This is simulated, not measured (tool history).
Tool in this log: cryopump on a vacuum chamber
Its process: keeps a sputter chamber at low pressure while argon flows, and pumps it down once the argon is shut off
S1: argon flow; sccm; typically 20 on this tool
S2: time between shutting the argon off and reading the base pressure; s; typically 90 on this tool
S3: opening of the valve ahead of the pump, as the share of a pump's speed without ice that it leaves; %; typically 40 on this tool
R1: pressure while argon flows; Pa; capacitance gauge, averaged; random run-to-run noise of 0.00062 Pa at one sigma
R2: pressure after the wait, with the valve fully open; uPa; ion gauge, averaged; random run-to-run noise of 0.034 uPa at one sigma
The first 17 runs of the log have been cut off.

{"run": 18, "hour": 293.8, "S1": 38, "S2": 72, "S3": 40, "R1": 0.1804, "R2": 3.36}
{"run": 19, "hour": 312.0, "S1": 20, "S2": 211, "S3": 26, "R1": 0.1438, "R2": 1.98}
{"run": 20, "hour": 326.8, "S1": 15, "S2": 71, "S3": 22, "R1": 0.1281, "R2": 3.3}
{"run": 21, "hour": 339.3, "S1": 37, "S2": 56, "S3": 27, "R1": 0.2555, "R2": 3.86}
{"run": 22, "hour": 351.5, "S1": 29, "S2": 175, "S3": 57, "R1": 0.0988, "R2": 2.21}
{"run": 23, "hour": 361.0, "S1": 29, "S2": 175, "S3": 57, "R1": 0.0993, "R2": 2.18}
{"run": 24, "hour": 382.1, "S1": 29, "S2": 107, "S3": 26, "R1": 0.2104, "R2": 2.84}
{"run": 25, "hour": 392.5, "S1": 38, "S2": 107, "S3": 26, "R1": 0.2772, "R2": 2.75}
{"run": 26, "hour": 411.0, "S1": 38, "S2": 107, "S3": 26, "R1": 0.2768, "R2": 2.74}
{"run": 27, "hour": 427.5, "S1": 14, "S2": 120, "S3": 26, "R1": 0.1008, "R2": 2.61}
{"run": 28, "hour": 437.2, "S1": 9, "S2": 184, "S3": 23, "R1": 0.0733, "R2": 2.27}
{"run": 29, "hour": 449.7, "S1": 20, "S2": 50, "S3": 40, "R1": 0.0968, "R2": 4.1}
{"run": 30, "hour": 463.4, "S1": 26, "S2": 90, "S3": 34, "R1": 0.1473, "R2": 3.01}
{"run": 31, "hour": 481.0, "S1": 9, "S2": 22, "S3": 27, "R1": 0.0639, "R2": 7.71}
{"run": 32, "hour": 500.8, "S1": 12, "S2": 21, "S3": 40, "R1": 0.0579, "R2": 8.18}
{"hour": 523.0, "done": "leaking fittings of the chamber tightened, without venting"}
{"run": 33, "hour": 523.0, "S1": 25, "S2": 21, "S3": 23, "R1": 0.2066, "R2": 6.73}
{"run": 34, "hour": 540.9, "S1": 25, "S2": 21, "S3": 23, "R1": 0.207, "R2": 6.74}

Branching from run 34: 4 alternative next runs. What would each branch give?
{"run": "A", "hour": 561.2, "S1": 25, "S2": 53, "S3": 23, "R1": "?", "R2": "?"}
{"run": "B", "hour": 561.2, "S1": 25, "S2": 280, "S3": 23, "R1": "?", "R2": "?"}
{"run": "C", "hour": 561.2, "S1": 21, "S2": 64, "S3": 59, "R1": "?", "R2": "?"}
{"run": "D", "hour": 561.2, "S1": 27, "S2": 36, "S3": 50, "R1": "?", "R2": "?"}

run=A R1=0.2057 R2=3.03
run=B R1=0.2054 R2=0.89
run=C R1=0.071 R2=2.54
run=D R1=0.1063 R2=4.21
Without the tool's unlogged condition, the same runs would have read:
run=A R1=0.1989 R2=2.93
run=B R1=0.1986 R2=0.79
run=C R1=0.0652 R2=2.44
run=D R1=0.099 R2=4.11

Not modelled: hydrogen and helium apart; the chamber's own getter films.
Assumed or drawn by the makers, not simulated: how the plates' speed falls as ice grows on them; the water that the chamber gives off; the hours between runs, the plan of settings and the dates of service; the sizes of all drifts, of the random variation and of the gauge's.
